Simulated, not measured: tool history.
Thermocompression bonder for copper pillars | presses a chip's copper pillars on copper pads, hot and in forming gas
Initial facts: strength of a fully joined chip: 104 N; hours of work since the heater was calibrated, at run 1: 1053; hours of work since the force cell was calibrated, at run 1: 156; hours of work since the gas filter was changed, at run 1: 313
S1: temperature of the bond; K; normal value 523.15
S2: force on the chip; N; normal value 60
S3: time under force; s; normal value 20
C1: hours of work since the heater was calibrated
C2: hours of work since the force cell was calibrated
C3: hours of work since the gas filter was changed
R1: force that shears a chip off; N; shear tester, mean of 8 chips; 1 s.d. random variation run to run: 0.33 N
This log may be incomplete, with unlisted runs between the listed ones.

run   hour      S1  S2  S3    C1   C2   C3    R1
  1      0  523.15  60  20  1053  156  313  53.1
  2   37.5  523.15  60  20  1069  173  329    52
  3   59.3  523.15  60  22  1079  182  339  53.5
  4   82.4  523.15  60  22  1089  192  349  53.6
  5  105.4  523.15  60  22  1099  202  359  52.9
  6  140.1  523.15  60  22  1114  218  374  53.4
  7  163.1  523.15  60  22  1124  228  385  53.4
  8  179.1  523.15  60  22  1131  235  391  53.4
     196.2  -- heater calibrated with a thermocouple chip
  9  214.5  523.15  60  22     8  249  406  48.3
 10  249.1  540.15  60  26    23  264  421    60

For each entry between runs, how does the tool's hidden state at the last listed run before it compare with that at the first listed run after it?
From run 8 to run 9: heater calibrated with a thermocouple chip (hour 196.2)
  true temperature of the bond over the reading, C: 9.2 -> 0.3; force that reaches the chip, % of what is set: 100.7 -> 100.8; oxide that the forming gas leaves, % of the face: 8.15 -> 8.44
  the result without the hidden state subtracted from the measured one, R1: +1.1 -> -3.7 N

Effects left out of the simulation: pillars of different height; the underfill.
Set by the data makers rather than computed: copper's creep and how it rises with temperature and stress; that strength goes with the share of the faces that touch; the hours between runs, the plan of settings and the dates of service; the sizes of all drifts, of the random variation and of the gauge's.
